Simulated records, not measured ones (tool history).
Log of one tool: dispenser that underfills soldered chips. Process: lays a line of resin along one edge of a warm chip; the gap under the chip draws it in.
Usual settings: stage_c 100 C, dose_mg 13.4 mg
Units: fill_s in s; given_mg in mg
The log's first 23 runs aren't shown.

run,day,stage_c,dose_mg,hours of work since the syringe was changed,hours of work since the valve was cleaned,hours of work since the stage was calibrated,fill_s,given_mg
24,3.121,106,14.1,4,32,132,22.4,13.89
# day 3.221: new syringe of resin
25,3.262,99,12.6,1,34,134,23.5,12.36
26,3.458,104,17,4,37,137,22.1,16.58
27,3.55,113,16,5,39,138,18.6,15.6
# day 3.596: new syringe of resin
28,3.65,113,16,1,40,140,15.8,15.57
29,3.754,103,11.6,2,42,141,23.2,11.18
# day 3.958: new syringe of resin
30,3.958,103,11.6,0,45,144,20.7,11.26
31,4.142,100,17.2,3,47,147,24.3,16.57
32,4.267,98,16.4,5,49,149,27.2,15.94
# day 4.325: new syringe of resin
33,4.421,98,16.4,1,52,151,25,15.85
34,4.542,98,16.4,3,53,153,26.7,15.86
# day 4.696: new syringe of resin
35,4.708,98,16.4,0,56,155,23.1,15.89

5 ways to go on from here, each from the tool as it stands after run 35. What would each give?
A,4.854,107,16.8,2,58,158,?,?
B,4.854,97,11.6,2,58,158,?,?
C,4.854,98,17.3,2,58,158,?,?
D,4.854,110,12.4,2,58,158,?,?
E,4.854,94,11.8,2,58,158,?,?

run,fill_s,given_mg
A,19.9,16.12
B,28.2,11.17
C,25.1,16.68
D,19.4,11.81
E,30.3,11.39
Without the tool's hidden state the same runs would have given:
run,fill_s,given_mg
A,18.6,16.75
B,26.1,11.61
C,23.5,17.33
D,18,12.27
E,28.1,11.83
